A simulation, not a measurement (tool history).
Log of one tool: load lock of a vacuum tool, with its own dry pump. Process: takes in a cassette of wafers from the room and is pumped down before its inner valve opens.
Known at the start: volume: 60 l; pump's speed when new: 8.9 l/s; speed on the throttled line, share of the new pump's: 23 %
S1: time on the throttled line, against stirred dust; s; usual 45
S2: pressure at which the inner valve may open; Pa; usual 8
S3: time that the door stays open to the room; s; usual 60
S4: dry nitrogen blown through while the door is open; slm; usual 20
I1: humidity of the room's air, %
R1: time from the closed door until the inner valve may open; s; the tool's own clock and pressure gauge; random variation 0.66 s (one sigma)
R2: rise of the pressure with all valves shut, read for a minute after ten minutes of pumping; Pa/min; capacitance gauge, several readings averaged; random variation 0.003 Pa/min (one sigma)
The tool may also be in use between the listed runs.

Run 1, day 0: usual settings; I1 46.2. Result: R1 100.3 s, R2 0.152 Pa/min.
Run 2, day 7.362: usual settings; I1 45.7. Result: R1 98.5 s, R2 0.157 Pa/min.
Run 3, day 14.042: usual settings; I1 44.6. Result: R1 100.9 s, R2 0.157 Pa/min.
Run 4, day 24.688: usual settings but S2 6 Pa; I1 43.2. Result: R1 102 s, R2 0.168 Pa/min.
Run 5, day 34.821: usual settings but S2 6 Pa, S4 24 slm; I1 44.7. Result: R1 103.2 s, R2 0.161 Pa/min.
Run 6, day 44.562: usual settings but S2 6 Pa, S4 24 slm; I1 46.8. Result: R1 102.4 s, R2 0.171 Pa/min.
Run 7, day 53.479: usual settings but S3 99 s; I1 46.1. Result: R1 100.4 s, R2 0.195 Pa/min.
Run 8, day 59.042: usual settings; I1 41.1. Result: R1 100.4 s, R2 0.181 Pa/min.
Run 9, day 69.7: usual settings; I1 42.3. Result: R1 100.5 s, R2 0.189 Pa/min.
Run 10, day 78.808: usual settings but S3 40 s; I1 44.1. Result: R1 101.9 s, R2 0.176 Pa/min.
Run 11, day 86.746: usual settings but S2 13 Pa; I1 47.9. Result: R1 97.8 s, R2 0.202 Pa/min.
Run 12, day 98.621: usual settings but S2 13 Pa; I1 46.6. Result: R1 97 s, R2 0.211 Pa/min.
Run 13, day 110.992: usual settings but S2 13 Pa; I1 44.3. Result: R1 96.2 s, R2 0.218 Pa/min.
Run 14, day 121.317: usual settings; I1 46.2. Result: R1 100.2 s, R2 0.227 Pa/min.
Run 15, day 132.058: usual settings; I1 44.5. Result: R1 101.1 s, R2 0.228 Pa/min.
Run 16, day 138.188: usual settings; I1 40.4. Result: R1 101.6 s, R2 0.232 Pa/min.
Run 17, day 147.479: usual settings but S3 49 s; I1 41.8. Result: R1 101.4 s, R2 0.237 Pa/min.
Run 18, day 158.042: usual settings but S3 49 s; I1 48. Result: R1 102.3 s, R2 0.253 Pa/min.
Run 19, day 166.3: usual settings but S2 10 Pa, S3 64 s; I1 43.3. Result: R1 99.8 s, R2 0.256 Pa/min.
Run 20, day 174.775: usual settings but S1 26 s, S2 11 Pa, S3 89 s, S4 23 slm; I1 45. Result: R1 84.3 s, R2 0.268 Pa/min.
Run 21, day 184.829: usual settings but S1 26 s, S2 11 Pa, S3 233 s, S4 4 slm; I1 46.7. Result: R1 85.8 s, R2 0.357 Pa/min.
Run 22, day 191.208: usual settings but S2 9 Pa, S4 6 slm; I1 43.3. Result: R1 100 s, R2 0.297 Pa/min.
Run 23, day 197.167: usual settings but S2 9 Pa, S4 38 slm; I1 45.2. Result: R1 101.3 s, R2 0.272 Pa/min.
Run 24, day 207.583: usual settings but S1 40 s, S3 48 s, S4 25 slm; I1 47.6. Result: R1 98.4 s, R2 0.28 Pa/min.
Run 25, day 218.496: usual settings but S3 217 s; I1 45.3. Result: R1 102.6 s, R2 0.344 Pa/min.
Run 26, day 226.817: usual settings but S3 217 s; I1 45.2. Result: R1 102.5 s, R2 0.345 Pa/min.
Run 27, day 239.462: usual settings but S3 217 s; I1 44.1. Result: R1 103.1 s, R2 0.355 Pa/min.
Run 28, day 248.629: usual settings but S2 7 Pa, S3 43 s, S4 7 slm; I1 46.1. Result: R1 104.5 s, R2 0.322 Pa/min.
Run 29, day 254.592: usual settings but S2 7 Pa, S3 43 s, S4 7 slm; I1 45.2. Result: R1 105 s, R2 0.337 Pa/min.
Run 30, day 265.696: usual settings but S2 13 Pa; I1 44.3. Result: R1 99.7 s, R2 0.336 Pa/min.
Run 31, day 275.533: usual settings but S2 13 Pa; I1 44.7. Result: R1 100.3 s, R2 0.345 Pa/min.
Run 32, day 284.783: usual settings but S1 31 s, S2 13 Pa, S3 135 s; I1 46.6. Result: R1 88.9 s, R2 0.375 Pa/min.
Run 33, day 297.133: usual settings but S1 66 s, S2 10 Pa, S3 135 s; I1 44.7. Result: R1 118.9 s, R2 0.386 Pa/min.
Run 34, day 307.562: usual settings but S1 66 s, S2 10 Pa, S3 135 s; I1 45.1. Result: R1 117.8 s, R2 0.407 Pa/min.
Run 35, day 314: usual settings but S2 13 Pa, S3 39 s; I1 45.4. Result: R1 100.1 s, R2 0.371 Pa/min.
Run 36, day 319.783: usual settings but S1 42 s; I1 43.5. Result: R1 102 s, R2 0.39 Pa/min.

5 ways to go on from here, each from the tool as it stands after run 36. What would each give?
At day 325.721: door's seal changed, seat wiped.
Run A, day 329.829: usual settings but S1 48 s, S4 35 slm; I1 43.7. Result: R1 ?, R2 ?.
At day 325.721: door's seal changed, seat wiped.
Run B, day 329.829: usual settings but S1 42 s, S4 9 slm; I1 47.2. Result: R1 ?, R2 ?.
At day 325.721: door's seal changed, seat wiped.
Run C, day 329.829: usual settings but S1 26 s; I1 41.4. Result: R1 ?, R2 ?.
At day 325.721: door's seal changed, seat wiped.
Run D, day 329.829: usual settings but S1 37 s, S2 10 Pa, S3 61 s; I1 44.6. Result: R1 ?, R2 ?.
At day 325.721: door's seal changed, seat wiped.
Run E, day 329.829: usual settings but S1 29 s, S3 55 s, S4 38 slm; I1 42.8. Result: R1 ?, R2 ?.

run     R1     R2
  A  107.8  0.038
  B  102.3   0.06
  C   90.6  0.044
  D   97.8  0.048
  E   92.6  0.035
Without the tool's hidden state the same runs would have given:
run     R1     R2
  A  102.2  0.036
  B   96.7  0.059
  C   84.7  0.042
  D   92.3  0.046
  E   86.7  0.033
